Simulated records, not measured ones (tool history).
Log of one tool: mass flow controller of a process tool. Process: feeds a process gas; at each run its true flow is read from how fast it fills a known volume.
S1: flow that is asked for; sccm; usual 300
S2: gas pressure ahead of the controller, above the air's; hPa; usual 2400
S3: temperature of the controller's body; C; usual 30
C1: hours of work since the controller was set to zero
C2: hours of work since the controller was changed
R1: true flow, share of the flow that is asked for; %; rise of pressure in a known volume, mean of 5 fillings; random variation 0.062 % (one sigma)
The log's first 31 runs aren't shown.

run,hour,S1,S2,S3,C1,C2,R1
32,13124.4,300,2030,24,3863,3863,98.56
33,13701.8,300,2030,24,4123,4123,98.65
34,14241.4,300,2030,24,4365,4365,98.69
35,14761.5,300,2030,24,4599,4599,98.63
36,15306.6,300,2030,24,4844,4844,98.57
37,15835.2,63,1860,36,5081,5081,93.09
# hour 16198.9: controller exchanged for a calibrated one
38,16332.9,63,1860,36,60,60,98.6
39,16585.2,456,1780,30,174,174,100.3
40,17007.7,251,2220,24,363,363,98.24
41,17305.3,50,2400,28,497,497,96.65
42,17562.4,50,2400,28,613,613,96.59
43,18042.6,466,2400,32,829,829,100.1
44,18356.4,69,2540,23,970,970,95.94
45,18790.4,247,2230,27,1165,1165,98.29
46,19309.2,300,2290,38,1398,1398,99.85
47,19607.4,69,2400,30,1532,1532,96.18
48,19911.4,69,2400,30,1669,1669,96.1

Forecast each of these 3 alternatives for the next run:
A,20472.3,76,2400,20,1921,1921,?
B,20472.3,136,2220,30,1921,1921,?
C,20472.3,78,2400,30,1921,1921,?

run,R1
A,95.2
B,97.46
C,96.25
Without the tool's hidden state the same runs would have given:
run,R1
A,96.92
B,98.28
C,97.92

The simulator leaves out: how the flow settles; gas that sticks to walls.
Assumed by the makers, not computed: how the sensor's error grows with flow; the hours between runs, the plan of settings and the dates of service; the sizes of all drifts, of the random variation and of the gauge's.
